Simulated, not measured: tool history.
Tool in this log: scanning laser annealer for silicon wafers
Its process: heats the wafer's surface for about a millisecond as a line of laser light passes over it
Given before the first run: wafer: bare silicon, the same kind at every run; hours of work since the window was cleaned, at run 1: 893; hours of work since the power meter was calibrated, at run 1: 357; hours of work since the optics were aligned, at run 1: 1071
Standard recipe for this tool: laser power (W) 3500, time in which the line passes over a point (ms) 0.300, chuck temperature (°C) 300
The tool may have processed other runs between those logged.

run	hour	laser power (W)	time in which the line passes over a point (ms)	chuck temperature (°C)	hours of work since the window was cleaned	hours of work since the power meter was calibrated	hours of work since the optics were aligned	highest temperature of the surface (°C)
1	0.0	3500	0.300	300	893	357	1071	1018
# hour 13.8: window over the wafer cleaned
2	62.8	3500	0.300	300	26	390	1103	1057
3	107.1	3500	0.300	300	50	413	1127	1062
4	180.0	3500	0.300	300	89	452	1166	1058
5	260.5	3500	0.300	303	132	495	1209	1058
6	320.3	3834	0.300	300	164	527	1241	1140
7	374.2	3834	0.300	300	192	556	1270	1138
8	439.2	3834	0.300	267	227	590	1304	1102
9	482.5	3500	0.300	300	250	613	1327	1047
10	530.6	3500	0.243	300	276	639	1353	978
11	586.2	3500	0.253	300	305	669	1383	991
12	643.3	3500	0.253	300	336	699	1413	986
13	686.6	3500	0.253	300	359	722	1436	986
14	753.9	3292	0.253	300	395	758	1472	936
15	793.0	3661	0.371	300	416	779	1493	1168
16	838.7	3583	0.359	306	440	804	1518	1134
17	877.9	3349	0.315	326	461	825	1538	1040
18	925.7	3556	0.315	326	487	850	1564	1095
19	999.6	3556	0.315	326	526	889	1603	1092
# hour 1026.7: optics aligned, line set to its width
20	1087.1	3367	0.297	305	570	933	32	1007
21	1129.9	3553	0.300	300	593	956	55	1049
22	1174.8	3312	0.295	300	617	980	79	985
23	1214.0	3500	0.312	293	638	1001	100	1043
24	1252.4	3429	0.297	321	658	1022	120	1032
25	1309.0	3429	0.297	321	689	1052	151	1035

4 ways to go on from here, each from the tool as it stands after run 25. What would each give?
A	1390.9	3570	0.300	266	732	1096	194	?
B	1390.9	3433	0.306	270	732	1096	194	?
C	1390.9	3797	0.300	266	732	1096	194	?
D	1390.9	3301	0.300	300	732	1096	194	?

run	highest temperature of the surface (°C)
A	1012
B	990
C	1077
D	978
What these runs would have given with no unlogged condition in the tool:
run	highest temperature of the surface (°C)
A	1046
B	1023
C	1114
D	1009
